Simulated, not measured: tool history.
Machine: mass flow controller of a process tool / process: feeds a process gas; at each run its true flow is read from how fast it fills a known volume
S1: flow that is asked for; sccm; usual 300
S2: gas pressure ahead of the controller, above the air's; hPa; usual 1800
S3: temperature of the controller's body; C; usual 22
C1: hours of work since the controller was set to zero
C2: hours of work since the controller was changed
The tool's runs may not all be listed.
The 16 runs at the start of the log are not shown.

run 17 hour=1982.8 | S1=218 S2=1800 S3=34 | C1=3977 C2=3977 | true_flow_(%)=98.69
run 18 hour=2069.9 | S1=218 S2=1800 S3=34 | C1=4012 C2=4012 | true_flow_(%)=98.59
run 19 hour=2228.3 | S1=300 S2=1880 S3=31 | C1=4074 C2=4074 | true_flow_(%)=98.95
run 20 hour=2388.9 | S1=647 S2=2000 S3=22 | C1=4137 C2=4137 | true_flow_(%)=99.80
run 21 hour=2499.6 | S1=142 S2=1800 S3=22 | C1=4181 C2=4181 | true_flow_(%)=96.86
run 22 hour=2664.0 | S1=142 S2=1800 S3=39 | C1=4246 C2=4246 | true_flow_(%)=98.08
-- hour=2673.0 controller's zero set anew
run 23 hour=2828.4 | S1=832 S2=2700 S3=22 | C1=61 C2=4310 | true_flow_(%)=100.32
run 24 hour=2931.5 | S1=832 S2=2700 S3=22 | C1=102 C2=4351 | true_flow_(%)=100.25
run 25 hour=3024.3 | S1=832 S2=2700 S3=22 | C1=138 C2=4388 | true_flow_(%)=100.18
run 26 hour=3112.8 | S1=112 S2=1410 S3=23 | C1=173 C2=4423 | true_flow_(%)=95.16
-- hour=3141.2 controller's zero set anew, once more
run 27 hour=3185.7 | S1=337 S2=1800 S3=22 | C1=18 C2=4451 | true_flow_(%)=99.40
run 28 hour=3288.5 | S1=204 S2=1800 S3=34 | C1=58 C2=4492 | true_flow_(%)=99.78
run 29 hour=3390.2 | S1=108 S2=1690 S3=33 | C1=98 C2=4532 | true_flow_(%)=99.07
run 30 hour=3467.6 | S1=108 S2=1690 S3=33 | C1=129 C2=4562 | true_flow_(%)=99.25
run 31 hour=3635.8 | S1=896 S2=1860 S3=22 | C1=195 C2=4628 | true_flow_(%)=101.11
run 32 hour=3715.8 | S1=896 S2=1860 S3=22 | C1=226 C2=4660 | true_flow_(%)=101.05
run 33 hour=3805.6 | S1=314 S2=1570 S3=39 | C1=262 C2=4695 | true_flow_(%)=100.62
run 34 hour=3981.7 | S1=172 S2=2500 S3=22 | C1=331 C2=4765 | true_flow_(%)=98.55
run 35 hour=4054.0 | S1=300 S2=1800 S3=25 | C1=360 C2=4793 | true_flow_(%)=99.48
run 36 hour=4171.3 | S1=390 S2=1580 S3=29 | C1=406 C2=4840 | true_flow_(%)=100.08

Each row is a separate what-if for the run after 36, all from the same tool condition, not one after another. Results?
run A hour=4308.0 | S1=143 S2=1520 S3=28 | C1=460 C2=4893 | true_flow_(%)=?
run B hour=4308.0 | S1=300 S2=1850 S3=34 | C1=460 C2=4893 | true_flow_(%)=?
run C hour=4308.0 | S1=390 S2=1580 S3=22 | C1=460 C2=4893 | true_flow_(%)=?
run D hour=4308.0 | S1=830 S2=1580 S3=29 | C1=460 C2=4893 | true_flow_(%)=?

run=A true_flow_(%)=99.04
run=B true_flow_(%)=100.14
run=C true_flow_(%)=99.64
run=D true_flow_(%)=101.54
Stripped of hidden state, with their random variation kept, the same runs would have yielded:
run=A true_flow_(%)=97.70
run=B true_flow_(%)=98.58
run=C true_flow_(%)=98.03
run=D true_flow_(%)=99.85
